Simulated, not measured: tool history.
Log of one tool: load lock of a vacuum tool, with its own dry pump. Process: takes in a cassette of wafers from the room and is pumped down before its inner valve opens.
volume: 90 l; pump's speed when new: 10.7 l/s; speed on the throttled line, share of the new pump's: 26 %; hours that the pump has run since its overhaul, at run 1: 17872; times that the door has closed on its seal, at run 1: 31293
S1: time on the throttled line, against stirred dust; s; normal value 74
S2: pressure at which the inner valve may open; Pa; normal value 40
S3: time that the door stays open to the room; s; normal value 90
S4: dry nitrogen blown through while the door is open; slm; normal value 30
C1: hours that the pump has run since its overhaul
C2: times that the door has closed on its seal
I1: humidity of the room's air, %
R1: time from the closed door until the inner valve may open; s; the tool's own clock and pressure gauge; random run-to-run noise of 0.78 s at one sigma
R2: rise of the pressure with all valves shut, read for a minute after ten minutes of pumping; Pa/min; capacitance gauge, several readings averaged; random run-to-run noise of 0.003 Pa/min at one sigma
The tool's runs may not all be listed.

| run | hour | S1 | S2 | S3 | S4 | C1 | C2 | I1 | R1 | R2 |
|---|---|---|---|---|---|---|---|---|---|---|
| 1 | 0 | 74 | 40 | 90 | 30 | 17872 | 31293 | 46.1 | 134.5 | 0.119 |
| 2 | 391.8 | 74 | 40 | 153 | 30 | 18263 | 32031 | 41.1 | 135.2 | 0.132 |
| 3 | 856.7 | 126 | 40 | 90 | 30 | 18728 | 32907 | 48 | 168.2 | 0.119 |
| 4 | 1126.7 | 74 | 40 | 90 | 16 | 18998 | 33416 | 44.4 | 134.7 | 0.138 |
| 5 | 1420.4 | 74 | 40 | 90 | 16 | 19292 | 33969 | 44.6 | 136.4 | 0.137 |
| 6 | 1727.3 | 74 | 40 | 177 | 30 | 19599 | 34547 | 46.9 | 135.4 | 0.152 |
| 7 | 1962.5 | 74 | 40 | 177 | 30 | 19834 | 34990 | 41.9 | 135.8 | 0.151 |
| 8 | 2385.6 | 100 | 40 | 177 | 30 | 20257 | 35787 | 44.5 | 153.1 | 0.163 |
| 9 | 2795.2 | 74 | 40 | 90 | 13 | 20667 | 36559 | 44 | 137.5 | 0.154 |
|  | 2908.5 | dry pump taken out, an overhauled one fitted |
| 10 | 3131.8 | 49 | 40 | 90 | 13 | 223 | 37181 | 42.1 | 102.4 | 0.159 |
| 11 | 3380.9 | 74 | 40 | 90 | 30 | 472 | 37650 | 47.8 | 118.3 | 0.154 |
| 12 | 3720.2 | 74 | 40 | 60 | 30 | 812 | 38290 | 47.2 | 120.9 | 0.144 |
| 13 | 4054.9 | 74 | 40 | 57 | 30 | 1146 | 38920 | 43.1 | 120.8 | 0.147 |
| 14 | 4320.6 | 74 | 40 | 57 | 30 | 1412 | 39420 | 44.4 | 123 | 0.147 |
| 15 | 4524.3 | 74 | 40 | 57 | 30 | 1616 | 39804 | 47.9 | 120.6 | 0.154 |
| 16 | 4965.5 | 62 | 29 | 30 | 12 | 2057 | 40635 | 46.5 | 115.5 | 0.152 |
| 17 | 5293.4 | 113 | 40 | 64 | 7 | 2385 | 41253 | 45.9 | 152.9 | 0.174 |
| 18 | 5590.3 | 113 | 40 | 64 | 7 | 2682 | 41812 | 42.8 | 149.8 | 0.173 |
| 19 | 6001.2 | 84 | 40 | 141 | 30 | 3093 | 42586 | 47.7 | 129.2 | 0.189 |
| 20 | 6403.3 | 74 | 36 | 90 | 30 | 3495 | 43343 | 49 | 124.5 | 0.179 |
| 21 | 6722.4 | 113 | 35 | 68 | 36 | 3814 | 43944 | 43.7 | 153.7 | 0.173 |
| 22 | 7065.2 | 113 | 43 | 93 | 36 | 4157 | 44590 | 47.6 | 153 | 0.177 |
| 23 | 7456.9 | 117 | 52 | 29 | 30 | 4548 | 45328 | 42.2 | 152.2 | 0.168 |
| 24 | 7796.9 | 126 | 52 | 76 | 16 | 4888 | 45968 | 44.4 | 158.6 | 0.192 |
| 25 | 8016.3 | 121 | 63 | 141 | 13 | 5108 | 46381 | 43.1 | 154.4 | 0.218 |
| 26 | 8380.1 | 121 | 63 | 141 | 13 | 5472 | 47067 | 45.3 | 153.8 | 0.228 |
| 27 | 8746.2 | 74 | 39 | 90 | 44 | 5838 | 47756 | 46.9 | 124.8 | 0.204 |

Predict each of these 5 candidate next runs independently; none follows another, all start after run 27:
| A | 9022 | 74 | 40 | 49 | 30 | 6113 | 48276 | 42.9 | ? | ? |
| B | 9022 | 74 | 40 | 58 | 30 | 6113 | 48276 | 45.9 | ? | ? |
| C | 9022 | 74 | 73 | 101 | 4 | 6113 | 48276 | 47.7 | ? | ? |
| D | 9022 | 53 | 40 | 201 | 30 | 6113 | 48276 | 46.1 | ? | ? |
| E | 9022 | 74 | 40 | 134 | 30 | 6113 | 48276 | 46.5 | ? | ? |

| run | R1 | R2 |
|---|---|---|
| A | 124.8 | 0.198 |
| B | 124.3 | 0.195 |
| C | 118.7 | 0.231 |
| D | 109.4 | 0.231 |
| E | 124.8 | 0.209 |
Had the tool no hidden state, the same runs would have come out as:
| run | R1 | R2 |
|---|---|---|
| A | 121 | 0.025 |
| B | 120.4 | 0.022 |
| C | 115.3 | 0.058 |
| D | 105.1 | 0.057 |
| E | 120.9 | 0.039 |
